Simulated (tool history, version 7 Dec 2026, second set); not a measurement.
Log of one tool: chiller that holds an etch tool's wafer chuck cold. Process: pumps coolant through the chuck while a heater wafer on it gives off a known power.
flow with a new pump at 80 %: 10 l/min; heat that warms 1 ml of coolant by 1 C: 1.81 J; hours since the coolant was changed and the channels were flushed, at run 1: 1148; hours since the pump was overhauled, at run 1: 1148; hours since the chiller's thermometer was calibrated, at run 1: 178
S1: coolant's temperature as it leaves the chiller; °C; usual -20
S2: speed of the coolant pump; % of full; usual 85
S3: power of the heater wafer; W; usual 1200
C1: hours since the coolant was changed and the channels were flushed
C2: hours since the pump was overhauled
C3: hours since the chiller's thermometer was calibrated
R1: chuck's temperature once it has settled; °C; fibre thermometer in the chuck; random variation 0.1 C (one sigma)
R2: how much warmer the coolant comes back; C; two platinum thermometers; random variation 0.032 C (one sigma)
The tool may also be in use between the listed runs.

{"run": 1, "hour": 0.0, "S1": -20, "S2": 85, "S3": 1200, "C1": 1148, "C2": 1148, "C3": 178, "R1": -11.5, "R2": 3.86}
{"run": 2, "hour": 168.9, "S1": -20, "S2": 85, "S3": 1200, "C1": 1317, "C2": 1317, "C3": 347, "R1": -11.4, "R2": 3.87}
{"run": 3, "hour": 328.8, "S1": -20, "S2": 85, "S3": 1200, "C1": 1476, "C2": 1476, "C3": 507, "R1": -11.3, "R2": 3.81}
{"run": 4, "hour": 417.8, "S1": -20, "S2": 85, "S3": 1200, "C1": 1565, "C2": 1565, "C3": 596, "R1": -11.5, "R2": 3.87}
{"run": 5, "hour": 551.5, "S1": -20, "S2": 85, "S3": 1200, "C1": 1699, "C2": 1699, "C3": 729, "R1": -11.1, "R2": 3.86}
{"run": 6, "hour": 670.4, "S1": -20, "S2": 85, "S3": 1200, "C1": 1818, "C2": 1818, "C3": 848, "R1": -11.3, "R2": 3.87}
{"run": 7, "hour": 803.0, "S1": -20, "S2": 99, "S3": 1200, "C1": 1951, "C2": 1951, "C3": 981, "R1": -12.2, "R2": 3.26}
{"run": 8, "hour": 915.2, "S1": -20, "S2": 99, "S3": 1200, "C1": 2063, "C2": 2063, "C3": 1093, "R1": -12.1, "R2": 3.32}
{"run": 9, "hour": 1088.1, "S1": -20, "S2": 99, "S3": 1200, "C1": 2236, "C2": 2236, "C3": 1266, "R1": -12.1, "R2": 3.3}
{"run": 10, "hour": 1161.9, "S1": -20, "S2": 99, "S3": 677, "C1": 2310, "C2": 2310, "C3": 1340, "R1": -15.4, "R2": 1.81}
{"run": 11, "hour": 1275.0, "S1": -20, "S2": 99, "S3": 677, "C1": 2423, "C2": 2423, "C3": 1453, "R1": -15.4, "R2": 1.88}
{"run": 12, "hour": 1345.7, "S1": -20, "S2": 99, "S3": 677, "C1": 2493, "C2": 2493, "C3": 1523, "R1": -15.3, "R2": 1.93}
{"run": 13, "hour": 1463.9, "S1": -20, "S2": 85, "S3": 1459, "C1": 2611, "C2": 2611, "C3": 1642, "R1": -9.0, "R2": 4.73}
{"run": 14, "hour": 1581.4, "S1": -20, "S2": 85, "S3": 606, "C1": 2729, "C2": 2729, "C3": 1759, "R1": -15.1, "R2": 1.98}
{"run": 15, "hour": 1653.2, "S1": -20, "S2": 85, "S3": 606, "C1": 2801, "C2": 2801, "C3": 1831, "R1": -15.2, "R2": 1.94}
{"run": 16, "hour": 1797.7, "S1": -20, "S2": 77, "S3": 1200, "C1": 2945, "C2": 2945, "C3": 1975, "R1": -9.9, "R2": 4.32}
{"run": 17, "hour": 1900.0, "S1": -20, "S2": 80, "S3": 841, "C1": 3048, "C2": 3048, "C3": 2078, "R1": -13.1, "R2": 2.96}
{"hour": 1913.2, "done": "coolant pump overhauled"}
{"run": 18, "hour": 1991.5, "S1": -20, "S2": 90, "S3": 1743, "C1": 3134, "C2": 78, "C3": 2164, "R1": -6.9, "R2": 5.55}
{"run": 19, "hour": 2122.4, "S1": -20, "S2": 90, "S3": 941, "C1": 3265, "C2": 209, "C3": 2295, "R1": -12.7, "R2": 2.99}
{"run": 20, "hour": 2246.6, "S1": -20, "S2": 81, "S3": 941, "C1": 3389, "C2": 333, "C3": 2419, "R1": -12.0, "R2": 3.32}
{"run": 21, "hour": 2405.9, "S1": -11, "S2": 61, "S3": 941, "C1": 3549, "C2": 493, "C3": 2579, "R1": -0.9, "R2": 4.54}
{"run": 22, "hour": 2534.3, "S1": -18, "S2": 60, "S3": 747, "C1": 3677, "C2": 621, "C3": 2707, "R1": -9.8, "R2": 3.63}
{"run": 23, "hour": 2652.4, "S1": -13, "S2": 100, "S3": 1377, "C1": 3795, "C2": 739, "C3": 2825, "R1": -2.9, "R2": 4.03}
{"run": 24, "hour": 2732.1, "S1": -20, "S2": 85, "S3": 813, "C1": 3875, "C2": 819, "C3": 2905, "R1": -13.1, "R2": 2.76}
{"hour": 2764.0, "done": "coolant pump overhauled, once more"}
{"run": 25, "hour": 2836.2, "S1": -20, "S2": 71, "S3": 1403, "C1": 3974, "C2": 72, "C3": 3004, "R1": -7.8, "R2": 5.3}
{"run": 26, "hour": 2949.9, "S1": -20, "S2": 68, "S3": 1038, "C1": 4088, "C2": 186, "C3": 3118, "R1": -10.3, "R2": 4.06}
{"run": 27, "hour": 3066.8, "S1": -20, "S2": 68, "S3": 1038, "C1": 4204, "C2": 303, "C3": 3235, "R1": -10.1, "R2": 4.09}
{"run": 28, "hour": 3189.5, "S1": -24, "S2": 95, "S3": 829, "C1": 4327, "C2": 425, "C3": 3357, "R1": -17.9, "R2": 2.34}
{"run": 29, "hour": 3277.2, "S1": -21, "S2": 96, "S3": 829, "C1": 4415, "C2": 513, "C3": 3445, "R1": -14.9, "R2": 2.26}
{"hour": 3311.7, "done": "coolant changed, channels flushed"}
{"run": 30, "hour": 3447.7, "S1": -20, "S2": 94, "S3": 1268, "C1": 136, "C2": 678, "C3": 3609, "R1": -11.4, "R2": 3.63}
{"run": 31, "hour": 3619.9, "S1": -20, "S2": 94, "S3": 1268, "C1": 308, "C2": 850, "C3": 3782, "R1": -11.2, "R2": 3.64}

The same runs without the tool's hidden state, with the same run-to-run variation:
The hidden state here: heat passed by the chuck's channels, % of clean ones'; flow at a given pump speed, % of a new pump's; coolant's true temperature over the reading, C; drift of the gauge itself on chuck_c, C; drift of the gauge itself on warmer_back_c, C.
run=1 R1=-11.8 R2=3.77
run=2 R1=-11.8 R2=3.77
run=3 R1=-11.8 R2=3.70
run=4 R1=-12.0 R2=3.75
run=5 R1=-11.7 R2=3.74
run=6 R1=-11.9 R2=3.74
run=7 R1=-12.8 R2=3.15
run=8 R1=-12.8 R2=3.20
run=9 R1=-12.9 R2=3.16
run=10 R1=-16.0 R2=1.74
run=11 R1=-16.0 R2=1.80
run=12 R1=-15.9 R2=1.85
run=13 R1=-10.2 R2=4.52
run=14 R1=-15.8 R2=1.89
run=15 R1=-15.9 R2=1.85
run=16 R1=-11.1 R2=4.11
run=17 R1=-14.1 R2=2.81
run=18 R1=-8.8 R2=5.09
run=19 R1=-13.9 R2=2.74
run=20 R1=-13.4 R2=3.03
run=21 R1=-2.6 R2=4.14
run=22 R1=-11.3 R2=3.31
run=23 R1=-4.6 R2=3.67
run=24 R1=-14.4 R2=2.50
run=25 R1=-9.1 R2=5.29
run=26 R1=-11.6 R2=4.03
run=27 R1=-11.4 R2=4.06
run=28 R1=-18.9 R2=2.32
run=29 R1=-16.0 R2=2.24
run=30 R1=-12.2 R2=3.59
run=31 R1=-12.0 R2=3.59
